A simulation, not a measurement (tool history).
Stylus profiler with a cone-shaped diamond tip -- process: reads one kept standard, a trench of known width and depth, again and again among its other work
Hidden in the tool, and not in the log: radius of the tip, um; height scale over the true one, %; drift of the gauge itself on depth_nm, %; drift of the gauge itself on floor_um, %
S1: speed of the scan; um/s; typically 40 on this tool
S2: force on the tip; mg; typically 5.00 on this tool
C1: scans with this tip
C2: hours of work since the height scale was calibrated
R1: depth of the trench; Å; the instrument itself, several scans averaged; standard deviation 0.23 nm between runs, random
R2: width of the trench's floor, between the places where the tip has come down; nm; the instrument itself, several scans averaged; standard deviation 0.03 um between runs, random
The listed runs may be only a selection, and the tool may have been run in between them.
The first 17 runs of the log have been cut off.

run,hour,S1,S2,C1,C2,R1,R2
18,449.0,40,5.00,7376,883,10192.1,45540
19,473.5,40,1.80,7495,897,10118.1,45460
20,493.6,40,1.80,7592,909,10120.0,45510
21,521.0,141,5.00,7725,924,10192.1,45370
22,543.9,62,5.60,7836,938,10204.8,45470
23,578.3,128,2.69,8003,958,10145.0,45310
24,605.3,94,3.05,8133,973,10151.5,45370
25,627.7,94,3.05,8242,986,10152.0,45400
26,663.1,24,3.19,8413,1007,10160.9,45530
27,678.7,16,5.15,8489,1016,10198.6,45490

What does the tool deliver on the next run?
28,694.0,10,5.15,8564,1025,?,?

R1: 10201.7 Å
R2: 45490 nm
Were there no unlogged condition in the tool, this run, its random variation unchanged, would have produced R1 10150.6 Å, R2 45980 nm.

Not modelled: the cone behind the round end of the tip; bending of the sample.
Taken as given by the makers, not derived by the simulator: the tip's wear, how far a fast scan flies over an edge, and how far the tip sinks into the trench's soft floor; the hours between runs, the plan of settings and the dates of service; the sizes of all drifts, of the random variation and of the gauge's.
